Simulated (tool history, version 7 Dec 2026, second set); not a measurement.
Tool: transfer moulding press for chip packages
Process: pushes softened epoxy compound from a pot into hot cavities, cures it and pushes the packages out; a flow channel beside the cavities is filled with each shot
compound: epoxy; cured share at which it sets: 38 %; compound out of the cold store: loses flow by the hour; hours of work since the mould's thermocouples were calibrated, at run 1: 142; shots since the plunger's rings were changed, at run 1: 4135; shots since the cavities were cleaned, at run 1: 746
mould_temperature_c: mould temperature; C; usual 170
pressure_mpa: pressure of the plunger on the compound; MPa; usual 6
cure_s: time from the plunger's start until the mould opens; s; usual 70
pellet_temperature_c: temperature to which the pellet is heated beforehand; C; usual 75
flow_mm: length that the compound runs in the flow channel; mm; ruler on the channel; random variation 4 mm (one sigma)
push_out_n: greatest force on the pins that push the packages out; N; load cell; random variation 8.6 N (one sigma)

run	hour	mould_temperature_c	pressure_mpa	cure_s	pellet_temperature_c	hours of work since the mould's thermocouples were calibrated	shots since the plunger's rings were changed	shots since the cavities were cleaned	incoming compound's hours out of the cold store	flow_mm	push_out_n
1	0	170	6	70	75	142	4135	746	34.2	551	370
# hour 10: cavities cleaned with cleaning compound and waxed
2	13.7	170	6	70	75	148	4303	51	14.5	587	386
3	24.3	170	6	70	75	154	4448	196	40.1	541	347
4	31	170	6	70	75	157	4540	288	34.8	548	366
5	39.9	170	4.85	70	75	162	4663	411	18.7	522	388
6	49.8	170	6	70	75	167	4799	547	25.1	565	396
7	57.4	170	6	70	75	171	4905	653	8	606	394
8	65.5	170	6	70	75	175	5015	763	12.7	596	384
# hour 72.4: plunger's sealing rings changed
# hour 76.7: cavities cleaned with cleaning compound and waxed
9	78.6	170	7.28	70	75	179	64	26	38	601	381
10	85.2	170	7.28	70	75	183	155	117	27.3	622	389
11	97	170	7.28	70	75	189	318	280	43.1	587	364
12	106.5	170	7.28	70	75	193	448	410	42.2	603	362
13	119.2	170	7.28	70	71	200	623	585	36	604	380
14	129.4	170	6	70	75	205	763	725	28.1	571	368
15	137.2	164	5.51	83	79	209	870	832	35.8	544	384
# hour 140.7: cavities cleaned with cleaning compound and waxed
16	150.8	169	5.07	80	75	215	1037	138	26.8	525	331
17	161.7	170	6	70	81	221	1188	289	10.4	600	385
18	168.8	170	6	70	81	224	1286	387	45	530	358
19	179.7	170	6	103	78	230	1435	536	44.1	531	283
20	191.3	170	6	103	78	236	1595	696	35.2	553	279
21	198.4	170	6	76	81	239	1693	794	46.7	531	324
# hour 204.6: cavities cleaned with cleaning compound and waxed
22	210.5	170	6	76	81	245	1839	82	42.9	532	318
23	223.6	170	6	76	81	251	2020	263	37.7	549	319
24	232.7	167	6	94	75	256	2145	388	29.8	567	294
25	242.2	170	6	55	70	261	2275	518	37.7	546	723
26	253	171	6.9	55	79	266	2424	667	8.4	640	723
27	266.2	171	6.9	55	79	273	2606	849	9	640	709
# hour 268.4: cavities cleaned with cleaning compound and waxed
28	280	171	6.9	55	79	279	2774	158	46.3	568	612

Forecast each of these 5 alternatives for the next run:
A	289.4	175	6	70	75	284	2904	288	22.6	?	?
B	289.4	164	6.9	62	74	284	2904	288	27.3	?	?
C	289.4	171	5.75	70	76	284	2904	288	32.7	?	?
D	289.4	171	5.33	70	79	284	2904	288	14.8	?	?
E	289.4	170	6	81	75	284	2904	288	22.8	?	?

run	flow_mm	push_out_n
A	562	318
B	628	832
C	541	346
D	552	367
E	568	304
Without the tool's hidden state the same runs would have given:
run	flow_mm	push_out_n
A	562	316
B	629	827
C	542	344
D	553	365
E	569	302
